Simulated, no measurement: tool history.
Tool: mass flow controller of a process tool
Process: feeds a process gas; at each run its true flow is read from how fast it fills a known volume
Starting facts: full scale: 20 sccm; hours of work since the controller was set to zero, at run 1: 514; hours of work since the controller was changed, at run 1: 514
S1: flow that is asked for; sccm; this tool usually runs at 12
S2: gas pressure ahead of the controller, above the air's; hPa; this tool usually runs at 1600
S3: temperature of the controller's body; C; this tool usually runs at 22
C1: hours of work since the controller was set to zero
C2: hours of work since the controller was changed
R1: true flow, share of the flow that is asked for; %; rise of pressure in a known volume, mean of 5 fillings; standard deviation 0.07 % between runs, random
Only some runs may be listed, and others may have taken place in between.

run	hour	S1	S2	S3	C1	C2	R1
1	0.0	12	1600	22	514	514	98.66
2	91.8	12	1600	25	578	578	98.66
3	162.1	12	1600	39	627	627	99.21
4	246.7	9	1600	22	686	686	98.02
5	305.8	9	1600	22	727	727	97.98
6	400.9	12	1620	22	793	793	98.60
7	458.2	12	1620	22	833	833	98.64
8	526.8	12	1620	22	881	881	98.53
9	596.9	12	1600	22	930	930	98.60
10	687.6	12	1600	22	993	993	98.50
11	729.8	12	1600	22	1022	1022	98.47
12	820.3	13	2290	30	1085	1085	98.89
13	910.0	13	2290	27	1148	1148	98.83
14	998.1	13	2290	27	1209	1209	98.69
15	1057.1	12	1600	29	1250	1250	98.94

Run 16 has not been measured yet. What should we expect?
16	1099.9	13	1930	27	1280	1280	?

{"run 16": {"R1": 98.93}}
Without the tool's hidden state the same run would have given R1 98.93 %.

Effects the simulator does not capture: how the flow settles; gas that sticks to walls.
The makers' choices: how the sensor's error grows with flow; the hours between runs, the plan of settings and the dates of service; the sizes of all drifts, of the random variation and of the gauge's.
